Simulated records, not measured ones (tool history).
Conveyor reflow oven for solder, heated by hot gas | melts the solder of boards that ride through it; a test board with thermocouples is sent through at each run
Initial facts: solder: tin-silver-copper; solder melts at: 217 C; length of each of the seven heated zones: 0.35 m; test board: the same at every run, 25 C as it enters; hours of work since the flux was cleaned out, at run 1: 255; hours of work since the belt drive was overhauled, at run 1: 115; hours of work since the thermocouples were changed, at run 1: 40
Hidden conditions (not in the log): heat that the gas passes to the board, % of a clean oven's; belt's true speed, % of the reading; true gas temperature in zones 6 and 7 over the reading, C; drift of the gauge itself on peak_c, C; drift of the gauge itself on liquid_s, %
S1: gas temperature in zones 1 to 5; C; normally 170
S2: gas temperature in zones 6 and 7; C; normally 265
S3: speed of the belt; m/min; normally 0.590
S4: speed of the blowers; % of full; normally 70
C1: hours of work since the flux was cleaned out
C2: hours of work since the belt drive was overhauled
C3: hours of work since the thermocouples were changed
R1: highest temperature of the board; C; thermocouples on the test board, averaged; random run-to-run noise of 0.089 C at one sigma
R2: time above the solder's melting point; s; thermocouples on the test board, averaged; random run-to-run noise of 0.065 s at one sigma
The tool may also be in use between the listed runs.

run	hour	S1	S2	S3	S4	C1	C2	C3	R1	R2
1	0.0	170	265	0.590	70	255	115	40	249.16	50.13
2	58.7	170	265	0.590	70	281	141	66	248.95	50.18
3	134.6	170	265	0.590	65	315	175	100	247.32	48.53
4	185.2	170	265	0.590	65	337	197	122	247.47	48.40
# hour 209.3: flux residue cleaned out of gas plates and filters
5	267.0	170	265	0.590	65	26	231	156	248.08	49.30
6	299.2	170	265	0.590	70	40	245	170	249.76	50.87
7	345.6	170	265	0.590	70	60	266	191	249.54	50.88
8	389.5	172	265	0.590	70	80	285	210	249.73	51.56
9	459.2	170	265	0.590	70	111	316	241	249.42	50.66
10	538.1	170	265	0.590	70	145	351	276	249.16	50.58
11	576.3	170	265	0.590	70	162	368	293	249.28	50.57
12	655.0	170	265	0.590	70	197	402	327	249.09	50.45
13	717.1	170	265	0.590	70	225	430	355	248.94	50.45
14	781.5	170	265	0.590	70	253	458	383	248.81	50.38
# hour 791.1: belt drive overhauled, speed set with a stopwatch
15	844.0	170	265	0.590	71	279	23	409	249.10	50.80
16	891.6	170	265	0.590	71	300	44	430	248.93	50.73
17	940.5	174	265	0.590	70	322	66	452	249.30	52.25
# hour 994.4: flux residue cleaned out of gas plates and filters
18	994.4	157	269	0.704	68	0	88	473	243.55	34.07
19	1057.5	157	269	0.704	68	28	116	501	243.31	33.99
# hour 1105.5: belt drive overhauled, speed set with a stopwatch, once more
20	1125.3	157	269	0.704	68	56	9	530	242.74	32.61
21	1185.8	179	269	0.641	68	83	36	556	250.63	49.00
22	1240.3	174	265	0.609	70	107	60	580	248.30	49.04
23	1313.3	157	271	0.609	70	139	92	613	250.35	45.36
# hour 1356.8: thermocouples of zones 6 and 7 changed
24	1361.3	165	253	0.590	73	160	112	2	239.40	40.77
25	1429.1	165	253	0.590	73	190	142	32	239.34	40.76
26	1483.1	180	253	0.512	73	213	166	56	244.73	60.34
27	1560.4	156	262	0.640	88	248	200	90	246.88	41.42
28	1626.1	157	262	0.611	88	277	229	119	248.29	45.16
29	1673.0	157	262	0.611	88	297	250	140	248.20	45.18
30	1714.0	180	265	0.590	53	315	268	158	245.67	49.40
31	1764.2	180	265	0.590	53	338	290	180	245.80	49.27

Alternative continuations, all from the tool just after run 31; predict every row:
# hour 1784.1: flux residue cleaned out of gas plates and filters
A	1825.3	158	265	0.520	76	18	315	205	?	?
# hour 1784.1: flux residue cleaned out of gas plates and filters
B	1825.3	180	265	0.590	76	18	315	205	?	?
# hour 1784.1: flux residue cleaned out of gas plates and filters
C	1825.3	174	269	0.590	70	18	315	205	?	?

run	R1	R2
A	253.61	58.50
B	253.07	56.98
C	254.32	55.17
Had the tool no hidden state, the same runs would have come out as:
run	R1	R2
A	253.71	58.22
B	253.16	56.70
C	254.39	54.88

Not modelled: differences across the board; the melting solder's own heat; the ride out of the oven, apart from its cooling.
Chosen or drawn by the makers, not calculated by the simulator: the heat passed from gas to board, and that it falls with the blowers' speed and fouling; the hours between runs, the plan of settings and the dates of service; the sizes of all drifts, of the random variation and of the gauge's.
